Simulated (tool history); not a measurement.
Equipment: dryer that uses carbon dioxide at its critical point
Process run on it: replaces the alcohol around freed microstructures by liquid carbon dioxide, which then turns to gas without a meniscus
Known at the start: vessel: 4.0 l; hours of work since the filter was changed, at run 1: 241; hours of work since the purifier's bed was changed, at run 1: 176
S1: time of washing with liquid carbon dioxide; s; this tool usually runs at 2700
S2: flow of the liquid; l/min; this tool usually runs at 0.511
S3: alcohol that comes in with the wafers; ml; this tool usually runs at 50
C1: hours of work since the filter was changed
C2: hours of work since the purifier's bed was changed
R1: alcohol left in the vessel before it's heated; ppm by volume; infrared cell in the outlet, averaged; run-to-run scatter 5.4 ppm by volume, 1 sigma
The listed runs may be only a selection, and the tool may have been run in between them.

| run | hour | S1 | S2 | S3 | C1 | C2 | R1 |
|---|---|---|---|---|---|---|---|
| 1 | 0 | 2700 | 0.511 | 50 | 241 | 176 | 174 |
| 2 | 33.1 | 2700 | 0.511 | 50 | 252 | 187 | 172 |
| 3 | 78.9 | 2700 | 0.796 | 50 | 267 | 202 | 21 |
| 4 | 142.9 | 2700 | 0.474 | 50 | 288 | 223 | 235 |
| 5 | 209 | 2700 | 0.511 | 50 | 310 | 245 | 171 |
| 6 | 244.2 | 2700 | 0.511 | 50 | 321 | 256 | 200 |
| 7 | 305.3 | 3060 | 0.511 | 50 | 342 | 276 | 115 |
| 8 | 374.6 | 3060 | 0.511 | 50 | 364 | 299 | 121 |
| 9 | 408.6 | 2700 | 0.353 | 50 | 376 | 310 | 681 |
| 10 | 468.4 | 2520 | 0.706 | 50 | 395 | 330 | 66 |
| 11 | 516.7 | 1620 | 0.399 | 28 | 411 | 346 | 977 |
| 12 | 546.7 | 1620 | 0.399 | 28 | 421 | 356 | 992 |
| 13 | 579.8 | 2700 | 0.43 | 25 | 432 | 367 | 202 |
| 14 | 629.3 | 2220 | 0.445 | 25 | 448 | 383 | 319 |
|  | 647.4 | inlet filter changed |
| 15 | 694.8 | 3360 | 0.529 | 72 | 16 | 404 | 79 |
| 16 | 744.4 | 3120 | 0.803 | 50 | 32 | 420 | 33 |
| 17 | 810.6 | 3120 | 0.803 | 50 | 54 | 442 | 35 |

5 ways to go on from here, each from the tool as it stands after run 17. What would each give?
| A | 860.3 | 3420 | 0.377 | 50 | 70 | 459 | ? |
| B | 860.3 | 2700 | 0.434 | 22 | 70 | 459 | ? |
| C | 860.3 | 3900 | 0.32 | 56 | 70 | 459 | ? |
| D | 860.3 | 1740 | 0.327 | 30 | 70 | 459 | ? |
| E | 860.3 | 3300 | 0.511 | 50 | 70 | 459 | ? |

| run | R1 |
|---|---|
| A | 228 |
| B | 156 |
| C | 290 |
| D | 1255 |
| E | 75 |
Without the tool's hidden state the same runs would have given:
| run | R1 |
|---|---|
| A | 197 |
| B | 128 |
| C | 258 |
| D | 1213 |
| E | 49 |
